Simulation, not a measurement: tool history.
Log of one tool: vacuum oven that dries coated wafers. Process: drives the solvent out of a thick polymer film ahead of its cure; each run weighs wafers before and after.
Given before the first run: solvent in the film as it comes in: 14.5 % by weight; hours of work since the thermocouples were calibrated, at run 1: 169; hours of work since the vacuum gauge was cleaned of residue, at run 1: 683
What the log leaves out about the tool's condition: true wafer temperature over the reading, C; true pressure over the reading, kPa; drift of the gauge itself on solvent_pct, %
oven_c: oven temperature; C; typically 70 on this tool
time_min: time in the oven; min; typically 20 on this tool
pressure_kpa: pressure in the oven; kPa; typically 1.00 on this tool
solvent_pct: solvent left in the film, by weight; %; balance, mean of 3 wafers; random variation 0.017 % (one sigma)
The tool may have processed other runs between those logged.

run,hour,oven_c,time_min,pressure_kpa,hours of work since the thermocouples were calibrated,hours of work since the vacuum gauge was cleaned of residue,solvent_pct
1,0.0,70,20,1.00,169,683,1.22
2,7.5,70,20,1.00,174,688,1.19
3,16.5,70,20,1.00,180,695,1.19
4,22.5,70,20,1.00,184,699,1.19
5,36.0,70,20,1.00,194,708,1.22
6,44.7,70,20,0.81,200,714,1.18
7,52.3,70,20,0.81,205,720,1.16
8,59.4,70,20,0.81,210,725,1.17
9,68.6,70,20,0.81,217,731,1.18
10,77.8,70,20,0.81,223,737,1.15

Forecast run 11:
11,91.3,74,15,1.95,232,747,?

Run 11 yielded solvent_pct 1.44 %.
With the hidden condition absent and the run-to-run variation left alone, this run would have shown solvent_pct 1.44 %.

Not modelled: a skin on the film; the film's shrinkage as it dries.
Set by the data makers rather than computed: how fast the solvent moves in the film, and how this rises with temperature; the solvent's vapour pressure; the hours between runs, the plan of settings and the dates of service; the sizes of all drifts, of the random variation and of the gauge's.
